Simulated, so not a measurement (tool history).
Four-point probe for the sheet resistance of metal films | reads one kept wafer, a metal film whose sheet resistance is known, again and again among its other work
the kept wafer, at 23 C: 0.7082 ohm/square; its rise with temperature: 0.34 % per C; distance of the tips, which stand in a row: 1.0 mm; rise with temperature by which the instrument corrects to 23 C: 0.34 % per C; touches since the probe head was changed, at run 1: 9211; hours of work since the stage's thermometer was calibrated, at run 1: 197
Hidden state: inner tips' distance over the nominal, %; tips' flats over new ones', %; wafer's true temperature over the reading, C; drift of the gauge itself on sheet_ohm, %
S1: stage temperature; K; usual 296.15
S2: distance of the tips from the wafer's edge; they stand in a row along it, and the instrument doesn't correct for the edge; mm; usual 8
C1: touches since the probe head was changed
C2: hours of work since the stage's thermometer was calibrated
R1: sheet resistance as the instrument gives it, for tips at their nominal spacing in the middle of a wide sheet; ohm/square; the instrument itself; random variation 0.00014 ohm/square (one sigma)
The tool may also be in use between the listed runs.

| run | hour | S1 | S2 | C1 | C2 | R1 |
|---|---|---|---|---|---|---|
| 1 | 0 | 296.15 | 8 | 9211 | 197 | 0.716741 |
| 2 | 9.8 | 296.15 | 8 | 9358 | 201 | 0.716735 |
| 3 | 23.8 | 296.15 | 8 | 9567 | 207 | 0.717024 |
| 4 | 32.9 | 296.15 | 4 | 9703 | 211 | 0.734065 |
| 5 | 49.5 | 296.15 | 4 | 9952 | 219 | 0.734333 |
| 6 | 57.2 | 296.15 | 4 | 10068 | 222 | 0.734386 |
| 7 | 72.6 | 296.15 | 4 | 10298 | 229 | 0.734085 |
| 8 | 88.1 | 296.15 | 3 | 10531 | 236 | 0.750982 |
| 9 | 100.2 | 291.15 | 8 | 10713 | 241 | 0.717059 |
| 10 | 114.7 | 291.15 | 8 | 10929 | 247 | 0.717155 |
| 11 | 128.3 | 301.15 | 8 | 11134 | 253 | 0.717171 |
| 12 | 143.3 | 301.15 | 8 | 11358 | 260 | 0.717049 |
| 13 | 160.5 | 307.15 | 8 | 11616 | 267 | 0.717145 |
| 14 | 172.2 | 307.15 | 8 | 11792 | 273 | 0.717092 |
| 15 | 183.2 | 302.15 | 8 | 11957 | 277 | 0.717355 |
| 16 | 190.7 | 302.15 | 8 | 12070 | 281 | 0.717197 |
| 17 | 207.9 | 293.15 | 35 | 12327 | 288 | 0.711425 |
| 18 | 224.8 | 292.15 | 13 | 12581 | 296 | 0.713336 |
| 19 | 235.5 | 306.15 | 69 | 12742 | 300 | 0.7112 |
| 20 | 243.6 | 306.15 | 69 | 12862 | 304 | 0.711182 |
| 21 | 260.5 | 306.15 | 69 | 13116 | 311 | 0.711389 |
| 22 | 274.9 | 302.15 | 22 | 13332 | 318 | 0.711736 |
| 23 | 282.6 | 307.15 | 54 | 13447 | 321 | 0.71101 |
| 24 | 290.3 | 292.15 | 8 | 13563 | 324 | 0.717186 |
| 25 | 307.6 | 296.15 | 40 | 13822 | 332 | 0.711252 |
| 26 | 316.3 | 294.15 | 61 | 13952 | 336 | 0.711454 |
| 27 | 323.9 | 299.15 | 62 | 14066 | 339 | 0.711244 |
| 28 | 338.9 | 299.15 | 47 | 14292 | 346 | 0.711194 |
| 29 | 356.2 | 297.15 | 20 | 14551 | 353 | 0.712138 |
| 30 | 369.7 | 306.15 | 9 | 14753 | 359 | 0.71594 |
| 31 | 383.4 | 298.15 | 9 | 14958 | 365 | 0.715887 |

Some steps in R1 between neighbouring runs. How much of each would the tool show without its hidden state too (settings, what came in, random variation), and how much is left for the hidden state, with any gauge scatter that isn't in both results?
Run 3 -> 4: S2 8 -> 4. R1 +0.017041 ohm/square: hidden state +0.000066, all else +0.016975.
Run 7 -> 8: S2 4 -> 3. R1 +0.016897 ohm/square: hidden state +0.000068, all else +0.016829.
Run 8 -> 9: S1 296.15 -> 291.15, S2 3 -> 8. R1 -0.033923 ohm/square: hidden state -0.000124, all else -0.033799.
